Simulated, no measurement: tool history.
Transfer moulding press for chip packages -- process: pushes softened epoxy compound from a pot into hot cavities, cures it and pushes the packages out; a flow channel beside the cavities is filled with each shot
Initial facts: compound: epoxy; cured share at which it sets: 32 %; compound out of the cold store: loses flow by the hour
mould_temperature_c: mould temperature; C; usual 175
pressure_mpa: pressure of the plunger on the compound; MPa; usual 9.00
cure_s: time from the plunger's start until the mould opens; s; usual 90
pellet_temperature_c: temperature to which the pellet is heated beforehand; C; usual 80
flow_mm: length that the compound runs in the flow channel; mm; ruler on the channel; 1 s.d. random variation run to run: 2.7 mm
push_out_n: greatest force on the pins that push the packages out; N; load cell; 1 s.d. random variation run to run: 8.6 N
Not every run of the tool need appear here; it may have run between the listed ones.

run   hour  mould_temperature_c  pressure_mpa  cure_s  pellet_temperature_c  incoming compound's hours out of the cold store  flow_mm  push_out_n
  1    0.0                  175          9.00      90                    80                                             14.8      945         396
      22.0  -- cavities cleaned with cleaning compound and waxed
  2   81.8                  175          9.00      90                    80                                             30.6      867         384
      97.8  -- cavities cleaned with cleaning compound and waxed
  3  149.5                  177          9.00      90                    80                                             23.7      897         362
     171.8  -- cavities cleaned with cleaning compound and waxed
  4  191.6                  168          9.00      90                    80                                             22.5      930         596
     245.3  -- cavities cleaned with cleaning compound and waxed
  5  287.8                  175          8.36      90                    80                                             31.3      833         394
     320.6  -- cavities cleaned with cleaning compound and waxed
     337.4  -- plunger's sealing rings changed
  6  373.3                  175          8.36      90                    80                                             40.2      797         390
     397.2  -- cavities cleaned with cleaning compound and waxed
  7  460.0                  175          9.47     128                    80                                             26.7      904         325
     474.4  -- cavities cleaned with cleaning compound and waxed
  8  540.7                  181          9.47     113                    89                                             44.3      810         318
     546.3  -- cavities cleaned with cleaning compound and waxed
     621.6  -- cavities cleaned with cleaning compound and waxed
  9  638.4                  177          7.32      73                    74                                             20.9      818         510
     677.0  -- plunger's sealing rings changed
     700.9  -- cavities cleaned with cleaning compound and waxed
 10  739.8                  177          7.32      73                    74                                             29.1      787         499
     773.1  -- cavities cleaned with cleaning compound and waxed
 11  805.3                  177          7.32      73                    87                                             24.3      800         490

Here are 4 independent what-if runs from the current tool condition. What would each one return?
     848.9  -- cavities cleaned with cleaning compound and waxed
  A  853.5                  167          7.32      73                    87                                             11.1        ?           ?
     848.9  -- cavities cleaned with cleaning compound and waxed
  B  853.5                  175          8.14      90                    80                                             33.9        ?           ?
     848.9  -- cavities cleaned with cleaning compound and waxed
  C  853.5                  180          6.89      73                    71                                             15.2        ?           ?
     848.9  -- cavities cleaned with cleaning compound and waxed
  D  853.5                  177          7.32     120                    87                                             35.4        ?           ?

run  flow_mm  push_out_n
  A      893        1046
  B      808         380
  C      813         417
  D      754         314
Had the tool no hidden state, the same runs would have come out as:
run  flow_mm  push_out_n
  A      894        1040
  B      809         378
  C      814         415
  D      755         313

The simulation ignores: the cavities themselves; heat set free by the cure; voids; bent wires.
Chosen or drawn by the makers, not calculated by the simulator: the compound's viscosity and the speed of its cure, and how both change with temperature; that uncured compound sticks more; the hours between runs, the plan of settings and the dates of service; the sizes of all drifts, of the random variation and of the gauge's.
